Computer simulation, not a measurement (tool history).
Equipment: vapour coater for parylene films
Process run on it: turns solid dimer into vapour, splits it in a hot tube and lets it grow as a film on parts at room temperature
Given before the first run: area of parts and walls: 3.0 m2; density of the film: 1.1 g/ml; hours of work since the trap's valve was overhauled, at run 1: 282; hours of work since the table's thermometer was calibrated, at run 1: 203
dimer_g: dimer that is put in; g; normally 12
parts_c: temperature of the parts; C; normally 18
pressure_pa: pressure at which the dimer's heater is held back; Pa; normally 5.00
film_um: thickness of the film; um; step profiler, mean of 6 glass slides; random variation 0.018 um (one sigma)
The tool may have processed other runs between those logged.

run     day  dimer_g  parts_c  pressure_pa  hours of work since the trap's valve was overhauled  hours of work since the table's thermometer was calibrated  film_um
  1   0.000       12       18         5.00                                                  282                                                         203     2.15
  2   0.300       12       18         5.00                                                  286                                                         207     2.14
  3   0.796        7       18         5.00                                                  292                                                         213     1.26
  4   1.125        7       18         5.00                                                  297                                                         218     1.28
  5   1.462        7       18         5.00                                                  301                                                         222     1.24
  6   1.721        7       18         5.00                                                  305                                                         226     1.23
  7   2.046        7       18         5.00                                                  309                                                         230     1.23
  8   2.321        7       18         5.00                                                  313                                                         234     1.23
  9   2.838        7       18         5.00                                                  319                                                         241     1.22
 10   3.175        7       12         5.00                                                  324                                                         245     1.52
 11   3.608        7       12         5.00                                                  330                                                         251     1.52
 12   4.133       12       18         8.98                                                  337                                                         258     1.88
 13   4.417       12       18         5.00                                                  341                                                         262     2.14
 14   4.875       12       18         7.93                                                  347                                                         268     1.96
 15   5.338       12       18         7.93                                                  353                                                         274     1.95
 16   5.696       12       11         5.00                                                  358                                                         279     2.68
 17   6.079       12       18         5.00                                                  363                                                         284     2.11
 18   6.692       12       18         5.00                                                  371                                                         292     2.11
 19   7.083       12       18         5.00                                                  376                                                         297     2.09
 20   7.658       12       18         5.00                                                  384                                                         305     2.10
 21   8.075       17       17         3.24                                                  389                                                         310     3.33
 22   8.400       14       14         7.44                                                  394                                                         315     2.56
 23   8.996       14       14         7.44                                                  402                                                         323     2.58
 24   9.529       14       14         7.44                                                  409                                                         330     2.57
 25  10.158       14       15         2.84                                                  417                                                         338     2.99
 26  10.500        6       13         2.84                                                  422                                                         343     1.37
 27  10.892        6       13         2.84                                                  427                                                         348     1.38
 28  11.208        6       13         2.84                                                  431                                                         352     1.38
 29  11.529        6       24         5.18                                                  435                                                         356     0.85
 30  12.067       11       30         4.53                                                  442                                                         364     1.32
 31  12.658       11       30         4.53                                                  450                                                         371     1.32
 32  13.262        9       18         4.06                                                  458                                                         379     1.64
 33  13.850        7       18         5.00                                                  466                                                         387     1.20
 34  14.329       18       11         4.50                                                  473                                                         394     4.00
 35  14.662        8       18         9.60                                                  477                                                         398     1.22
 36  15.008       12       29         5.00                                                  482                                                         403     1.45
 37  15.633        6       13         2.56                                                  490                                                         411     1.39
 38  16.221       11       22         3.95                                                  498                                                         419     1.75
 39  16.617       11       14         5.00                                                  503                                                         424     2.15

Here are 4 independent what-if runs from the current tool condition. What would each one return?
  A  16.933       10       26         3.58                                                  507                                                         428        ?
  B  16.933       12       10         4.02                                                  507                                                         428        ?
  C  16.933        7       28         7.47                                                  507                                                         428        ?
  D  16.933       11       13         5.00                                                  507                                                         428        ?

run  film_um
  A     1.41
  B     2.77
  C     0.83
  D     2.23
Stripped of hidden state, with their random variation kept, the same runs would have yielded:
run  film_um
  A     1.57
  B     3.09
  C     0.92
  D     2.49
